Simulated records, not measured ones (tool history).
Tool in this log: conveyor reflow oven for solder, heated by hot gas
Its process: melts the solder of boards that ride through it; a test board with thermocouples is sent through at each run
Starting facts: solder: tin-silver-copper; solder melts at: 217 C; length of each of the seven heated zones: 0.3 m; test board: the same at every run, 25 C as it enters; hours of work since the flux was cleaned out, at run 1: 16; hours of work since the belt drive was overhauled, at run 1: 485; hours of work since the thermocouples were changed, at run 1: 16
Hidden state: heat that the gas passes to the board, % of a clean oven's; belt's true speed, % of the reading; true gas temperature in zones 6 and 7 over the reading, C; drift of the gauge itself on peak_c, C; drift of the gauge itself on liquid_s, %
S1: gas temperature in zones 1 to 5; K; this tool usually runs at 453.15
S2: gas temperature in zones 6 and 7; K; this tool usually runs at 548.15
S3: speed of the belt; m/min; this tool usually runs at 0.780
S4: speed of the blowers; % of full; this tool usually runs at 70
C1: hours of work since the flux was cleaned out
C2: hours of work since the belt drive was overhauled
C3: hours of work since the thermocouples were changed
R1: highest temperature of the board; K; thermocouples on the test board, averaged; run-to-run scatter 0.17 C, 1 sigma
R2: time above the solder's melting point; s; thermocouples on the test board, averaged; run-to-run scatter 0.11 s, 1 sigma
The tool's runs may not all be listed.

| run | hour | S1 | S2 | S3 | S4 | C1 | C2 | C3 | R1 | R2 |
|---|---|---|---|---|---|---|---|---|---|---|
| 1 | 0.0 | 453.15 | 548.15 | 0.780 | 70 | 16 | 485 | 16 | 529.95 | 37.4 |
| 2 | 21.7 | 453.15 | 548.15 | 0.780 | 70 | 31 | 500 | 31 | 530.05 | 37.3 |
| 3 | 47.1 | 453.15 | 548.15 | 0.780 | 70 | 48 | 518 | 48 | 529.95 | 37.1 |
| 4 | 60.4 | 453.15 | 548.15 | 0.780 | 70 | 57 | 527 | 57 | 530.25 | 37.3 |
| 5 | 76.4 | 453.15 | 548.15 | 0.780 | 70 | 68 | 538 | 68 | 530.05 | 37.3 |
| 6 | 90.2 | 453.15 | 548.15 | 0.780 | 70 | 77 | 547 | 77 | 529.95 | 37.3 |
| 7 | 110.0 | 453.15 | 548.15 | 0.780 | 70 | 91 | 560 | 91 | 529.65 | 37.3 |
| 8 | 124.3 | 453.15 | 548.15 | 0.780 | 70 | 101 | 570 | 101 | 529.95 | 37.3 |
| 9 | 135.8 | 453.15 | 561.15 | 0.780 | 70 | 108 | 578 | 108 | 541.35 | 40.8 |
| 10 | 157.7 | 453.15 | 561.15 | 0.780 | 70 | 123 | 593 | 123 | 540.95 | 40.7 |
| 11 | 174.5 | 453.15 | 548.15 | 0.780 | 70 | 135 | 604 | 135 | 530.05 | 37.4 |
| 12 | 190.5 | 453.15 | 548.15 | 0.780 | 70 | 146 | 615 | 146 | 530.25 | 37.4 |
| 13 | 213.0 | 453.15 | 548.15 | 0.780 | 70 | 161 | 631 | 161 | 530.15 | 37.4 |
| 14 | 238.4 | 453.15 | 548.15 | 0.780 | 70 | 178 | 648 | 178 | 529.85 | 37.3 |
| 15 | 250.7 | 453.15 | 548.15 | 0.780 | 70 | 187 | 656 | 187 | 530.45 | 37.1 |
| 16 | 266.9 | 453.15 | 537.15 | 0.779 | 70 | 198 | 668 | 198 | 520.95 | 33.4 |
| 17 | 284.2 | 463.15 | 548.15 | 0.780 | 78 | 210 | 679 | 210 | 533.75 | 41.1 |
| 18 | 301.5 | 465.15 | 540.15 | 0.731 | 62 | 221 | 691 | 221 | 525.85 | 41.5 |
| 19 | 327.1 | 453.15 | 539.15 | 0.780 | 70 | 239 | 709 | 239 | 522.65 | 34.2 |
| 20 | 342.7 | 453.15 | 539.15 | 0.780 | 70 | 250 | 719 | 250 | 522.15 | 34.1 |
| 21 | 368.8 | 447.15 | 558.15 | 0.688 | 62 | 267 | 737 | 267 | 539.75 | 44.8 |
| 22 | 385.6 | 447.15 | 558.15 | 0.693 | 62 | 279 | 748 | 279 | 539.45 | 44.4 |
| 23 | 406.9 | 445.15 | 548.15 | 0.780 | 70 | 293 | 763 | 293 | 528.55 | 34.9 |
| 24 | 425.3 | 456.15 | 548.15 | 0.856 | 70 | 306 | 776 | 306 | 527.35 | 33.2 |
| 25 | 451.1 | 453.15 | 552.15 | 0.768 | 70 | 324 | 793 | 324 | 534.25 | 39.3 |
| 26 | 462.2 | 453.15 | 545.15 | 0.757 | 70 | 331 | 801 | 331 | 528.55 | 37.8 |
| 27 | 489.4 | 453.15 | 545.15 | 0.780 | 88 | 350 | 819 | 350 | 531.25 | 38.3 |
| 28 | 507.4 | 453.15 | 545.15 | 0.780 | 88 | 362 | 831 | 362 | 531.45 | 38.4 |
| 29 | 522.5 | 453.15 | 551.15 | 0.780 | 85 | 372 | 842 | 372 | 535.95 | 39.6 |
| 30 | 540.5 | 452.15 | 544.15 | 0.681 | 69 | 384 | 854 | 384 | 530.45 | 43.2 |

Alternative continuations, all from the tool just after run 30; predict every row:
| A | 555.0 | 452.15 | 538.15 | 0.681 | 69 | 394 | 864 | 394 | ? | ? |
| B | 555.0 | 452.15 | 550.15 | 0.681 | 69 | 394 | 864 | 394 | ? | ? |
| C | 555.0 | 460.15 | 549.15 | 0.780 | 66 | 394 | 864 | 394 | ? | ? |
| D | 555.0 | 460.15 | 551.15 | 0.681 | 66 | 394 | 864 | 394 | ? | ? |

| run | R1 | R2 |
|---|---|---|
| A | 525.35 | 40.8 |
| B | 535.75 | 45.4 |
| C | 531.25 | 39.3 |
| D | 536.95 | 47.6 |
Without the tool's hidden state the same runs would have given:
| run | R1 | R2 |
|---|---|---|
| A | 525.35 | 40.8 |
| B | 535.75 | 45.4 |
| C | 531.25 | 39.2 |
| D | 536.95 | 47.5 |
